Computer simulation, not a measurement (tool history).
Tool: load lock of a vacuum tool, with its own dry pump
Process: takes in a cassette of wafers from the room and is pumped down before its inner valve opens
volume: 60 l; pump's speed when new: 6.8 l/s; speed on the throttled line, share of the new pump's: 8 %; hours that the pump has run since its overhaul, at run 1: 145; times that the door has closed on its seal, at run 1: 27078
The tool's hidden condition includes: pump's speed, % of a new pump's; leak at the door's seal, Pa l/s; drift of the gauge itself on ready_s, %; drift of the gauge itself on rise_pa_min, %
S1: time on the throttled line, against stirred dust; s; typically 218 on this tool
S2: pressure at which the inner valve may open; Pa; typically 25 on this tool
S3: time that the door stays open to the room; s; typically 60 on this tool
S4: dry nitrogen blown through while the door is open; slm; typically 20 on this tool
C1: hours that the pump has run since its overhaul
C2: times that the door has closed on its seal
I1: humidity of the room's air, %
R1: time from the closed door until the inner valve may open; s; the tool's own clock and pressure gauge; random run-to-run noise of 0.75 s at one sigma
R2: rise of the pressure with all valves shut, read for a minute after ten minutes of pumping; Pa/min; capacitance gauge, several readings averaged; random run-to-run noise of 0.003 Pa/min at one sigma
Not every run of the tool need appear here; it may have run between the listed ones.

run 1 hour=0.0 | S1=218 S2=25 S3=60 S4=20 | C1=145 C2=27078 | I1=47.4 | R1=273.6 R2=0.138
run 2 hour=155.6 | S1=218 S2=25 S3=224 S4=20 | C1=301 C2=27461 | I1=47.0 | R1=273.4 R2=0.167
run 3 hour=286.5 | S1=218 S2=25 S3=224 S4=20 | C1=432 C2=27783 | I1=45.3 | R1=273.5 R2=0.168
run 4 hour=454.4 | S1=218 S2=25 S3=224 S4=20 | C1=599 C2=28197 | I1=49.9 | R1=274.6 R2=0.176
run 5 hour=566.3 | S1=218 S2=25 S3=224 S4=20 | C1=711 C2=28472 | I1=44.2 | R1=273.5 R2=0.168
run 6 hour=722.5 | S1=218 S2=25 S3=224 S4=20 | C1=868 C2=28857 | I1=41.7 | R1=274.7 R2=0.171
run 7 hour=908.4 | S1=218 S2=25 S3=224 S4=20 | C1=1053 C2=29314 | I1=42.6 | R1=275.8 R2=0.167
run 8 hour=1074.4 | S1=218 S2=25 S3=60 S4=28 | C1=1220 C2=29723 | I1=45.6 | R1=273.9 R2=0.148
run 9 hour=1299.1 | S1=218 S2=25 S3=60 S4=20 | C1=1444 C2=30276 | I1=47.2 | R1=274.3 R2=0.163
run 10 hour=1545.0 | S1=317 S2=25 S3=60 S4=20 | C1=1690 C2=30882 | I1=45.9 | R1=362.8 R2=0.170
run 11 hour=1705.5 | S1=317 S2=25 S3=60 S4=20 | C1=1851 C2=31277 | I1=47.7 | R1=364.4 R2=0.169
run 12 hour=1811.0 | S1=218 S2=25 S3=60 S4=20 | C1=1956 C2=31536 | I1=47.2 | R1=275.3 R2=0.166
run 13 hour=1925.5 | S1=218 S2=25 S3=60 S4=20 | C1=2071 C2=31818 | I1=46.2 | R1=275.0 R2=0.168
run 14 hour=2064.5 | S1=218 S2=25 S3=60 S4=20 | C1=2210 C2=32161 | I1=43.7 | R1=274.4 R2=0.175
run 15 hour=2304.7 | S1=322 S2=29 S3=60 S4=20 | C1=2450 C2=32752 | I1=41.8 | R1=368.4 R2=0.176
run 16 hour=2466.1 | S1=322 S2=29 S3=60 S4=20 | C1=2611 C2=33149 | I1=45.5 | R1=368.2 R2=0.178
run 17 hour=2606.0 | S1=218 S2=37 S3=34 S4=20 | C1=2751 C2=33494 | I1=44.3 | R1=269.7 R2=0.173
run 18 hour=2790.0 | S1=386 S2=25 S3=60 S4=28 | C1=2935 C2=33947 | I1=43.9 | R1=427.3 R2=0.174
run 19 hour=2937.8 | S1=235 S2=43 S3=29 S4=16 | C1=3083 C2=34311 | I1=40.9 | R1=285.3 R2=0.178
run 20 hour=3095.0 | S1=235 S2=43 S3=29 S4=16 | C1=3240 C2=34698 | I1=48.0 | R1=286.2 R2=0.190
run 21 hour=3339.5 | S1=235 S2=43 S3=29 S4=16 | C1=3485 C2=35299 | I1=46.5 | R1=284.5 R2=0.191
run 22 hour=3465.7 | S1=169 S2=25 S3=38 S4=20 | C1=3611 C2=35610 | I1=46.7 | R1=229.1 R2=0.186
run 23 hour=3655.9 | S1=169 S2=25 S3=38 S4=20 | C1=3801 C2=36078 | I1=44.2 | R1=229.7 R2=0.189
run 24 hour=3866.1 | S1=169 S2=25 S3=38 S4=20 | C1=4011 C2=36596 | I1=46.2 | R1=230.1 R2=0.197
run 25 hour=3966.9 | S1=169 S2=32 S3=129 S4=44 | C1=4112 C2=36844 | I1=43.7 | R1=228.9 R2=0.194
run 26 hour=4106.0 | S1=152 S2=20 S3=87 S4=27 | C1=4251 C2=37186 | I1=42.9 | R1=215.9 R2=0.202
run 27 hour=4234.7 | S1=218 S2=25 S3=37 S4=20 | C1=4380 C2=37503 | I1=38.3 | R1=274.1 R2=0.200

Each row is a separate what-if for the run after 27, all from the same tool condition, not one after another. Results?
run A hour=4455.5 | S1=418 S2=25 S3=60 S4=20 | C1=4601 C2=38047 | I1=45.6 | R1=? R2=?
run B hour=4455.5 | S1=161 S2=25 S3=31 S4=20 | C1=4601 C2=38047 | I1=46.4 | R1=? R2=?
run C hour=4455.5 | S1=218 S2=25 S3=37 S4=15 | C1=4601 C2=38047 | I1=43.3 | R1=? R2=?
run D hour=4455.5 | S1=218 S2=25 S3=37 S4=8 | C1=4601 C2=38047 | I1=43.6 | R1=? R2=?
run E hour=4455.5 | S1=122 S2=25 S3=45 S4=16 | C1=4601 C2=38047 | I1=44.2 | R1=? R2=?

run=A R1=456.8 R2=0.208
run=B R1=222.7 R2=0.209
run=C R1=275.3 R2=0.208
run=D R1=274.8 R2=0.217
run=E R1=187.2 R2=0.206
What these runs would have given with no unlogged condition in the tool:
run=A R1=455.6 R2=0.036
run=B R1=221.0 R2=0.037
run=C R1=273.7 R2=0.037
run=D R1=273.2 R2=0.045
run=E R1=185.3 R2=0.035
